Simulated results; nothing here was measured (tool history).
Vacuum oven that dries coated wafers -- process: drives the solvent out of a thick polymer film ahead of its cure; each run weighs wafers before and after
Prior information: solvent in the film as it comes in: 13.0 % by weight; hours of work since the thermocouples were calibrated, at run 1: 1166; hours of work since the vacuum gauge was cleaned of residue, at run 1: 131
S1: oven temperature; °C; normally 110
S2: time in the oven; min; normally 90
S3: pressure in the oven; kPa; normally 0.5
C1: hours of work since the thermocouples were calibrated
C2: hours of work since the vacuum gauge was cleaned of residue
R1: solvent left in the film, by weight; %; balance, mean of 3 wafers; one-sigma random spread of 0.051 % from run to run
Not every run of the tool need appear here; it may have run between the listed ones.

run   hour   S1   S2     S3    C1   C2    R1
  1      0  110   90    0.5  1166  131  1.41
  2   11.5  110   90  1.404  1173  138  1.97
  3   35.6  110   90    0.5  1188  153  1.44
  4   59.7  110   90  1.062  1204  168  1.81
  5   79.2  110   90  1.062  1216  181  1.85
  6   98.7  101   90  1.062  1228  193  3.25
     115.9  -- oven's thermocouples calibrated
  7  123.3  110   90    0.5     5  207  1.23
  8  144.9  110   90    0.5    18  221  1.19
  9  155.1  110   90    0.5    25  228  1.21
 10  167.3  110   90    0.5    33  235  1.19
 11  190.4  110   90    0.5    47  250  1.23
 12  211.4  110   90    0.5    61  263  1.24
 13  226.4  110   90    0.5    70  273  1.24
 14  241.2  110   90    0.5    79  282  1.27
 15  253.5  110   90    0.5    87  290  1.28
 16  270.2  110   90    0.5    98  301  1.22
 17  294.2  110   90    0.5   113  316  1.21
 18  307.2  110   90  0.253   121  324  1.12
 19  327.7  110   90  0.253   134  337   1.2
 20  345.9  110   90    0.5   146  348  1.27
 21    365  110   90    0.5   158  361  1.32
 22    385  110   90    0.5   171  373  1.31
 23  398.2  117   90    0.5   179  382   0.6
 24  422.1  120   91    0.5   194  397   0.5
 25  434.1  112   61  0.805   202  404  2.29
 26  454.1  112   61  0.805   214  417   2.2
 27  467.4  112   61  0.805   223  425  2.21
 28  492.2  112   61  0.805   238  441  2.18
 29  513.3  103   67  0.687   252  455   3.4
 30  524.9  116  126  1.402   259  462  0.88
 31  545.6  116  126  1.402   272  475   0.9
 32    560  125  141  1.661   281  484  0.68
 33  581.7  102   75    0.5   295  498  2.96
 34  592.1  124  143  0.654   302  504  0.28
 35  604.2   99   55  1.348   309  512  5.25
 36  625.3   99  151  0.645   323  526  1.65
 37  636.2   99  146  1.439   330  532   2.4
 38  657.7  124  110  0.962   343  546  0.52
 39  671.9  124  110  0.962   352  555  0.56
 40  695.9  107  111  0.341   368  570  1.23
 41  714.1  107   47  0.341   379  582  3.86
 42  727.5   97   47  0.444   388  590  5.87
 43  743.1  106   94  0.756   397  600  1.94
 44  760.6   97   93  1.076   408  611  3.88
 45  772.2  113   93  1.715   416  619  1.64
 46  782.9  100  160  1.285   423  625  2.09

Alternative continuations, all from the tool just after run 46; predict every row:
  A   800  113  160  1.285  433  636   ?
  B   800  110   83  0.311  433  636   ?
  C   800  103  127  1.285  433  636   ?
  D   800  108  160    0.5  433  636   ?
  E   800  110   90  0.532  433  636   ?

run    R1
  A  1.05
  B  1.47
  C  2.14
  D  0.68
  E  1.47
What these runs would have given with no unlogged condition in the tool:
run    R1
  A  0.85
  B  1.16
  C  1.77
  D  0.45
  E  1.18
